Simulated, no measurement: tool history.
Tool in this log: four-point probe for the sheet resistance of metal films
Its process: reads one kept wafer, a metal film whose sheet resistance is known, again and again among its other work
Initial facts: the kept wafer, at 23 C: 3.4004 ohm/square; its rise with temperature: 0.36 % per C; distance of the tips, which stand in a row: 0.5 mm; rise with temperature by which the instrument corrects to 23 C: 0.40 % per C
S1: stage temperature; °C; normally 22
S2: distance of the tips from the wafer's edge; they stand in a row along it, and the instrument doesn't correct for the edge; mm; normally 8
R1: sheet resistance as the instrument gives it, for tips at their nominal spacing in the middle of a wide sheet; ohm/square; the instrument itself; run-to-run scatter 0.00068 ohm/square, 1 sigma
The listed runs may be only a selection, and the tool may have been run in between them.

| run | hour | S1 | S2 | R1 |
|---|---|---|---|---|
| 1 | 0.0 | 22 | 8 | 3.443595 |
| 2 | 20.4 | 22 | 8 | 3.443208 |
| 3 | 36.8 | 22 | 8 | 3.444343 |
| 4 | 55.7 | 18 | 8 | 3.449378 |
| 5 | 70.3 | 22 | 5 | 3.455813 |
| 6 | 99.5 | 29 | 29 | 3.429292 |
|  | 102.5 | stage's thermometer calibrated |
| 7 | 115.5 | 29 | 29 | 3.429820 |
| 8 | 147.8 | 22 | 5 | 3.458054 |
| 9 | 170.5 | 22 | 14 | 3.441365 |
| 10 | 194.0 | 19 | 14 | 3.446207 |

What if the next run were any one of these 4? Each begins from the tool's condition after run 10:
| A | 212.0 | 24 | 6 | ? |
| B | 212.0 | 29 | 51 | ? |
| C | 212.0 | 33 | 12 | ? |
| D | 212.0 | 31 | 24 | ? |

| run | R1 |
|---|---|
| A | 3.449279 |
| B | 3.429970 |
| C | 3.429527 |
| D | 3.428079 |
With the hidden condition removed and each run's random variation left untouched, the same runs would have given:
| run | R1 |
|---|---|
| A | 3.411329 |
| B | 3.392284 |
| C | 3.391897 |
| D | 3.390439 |
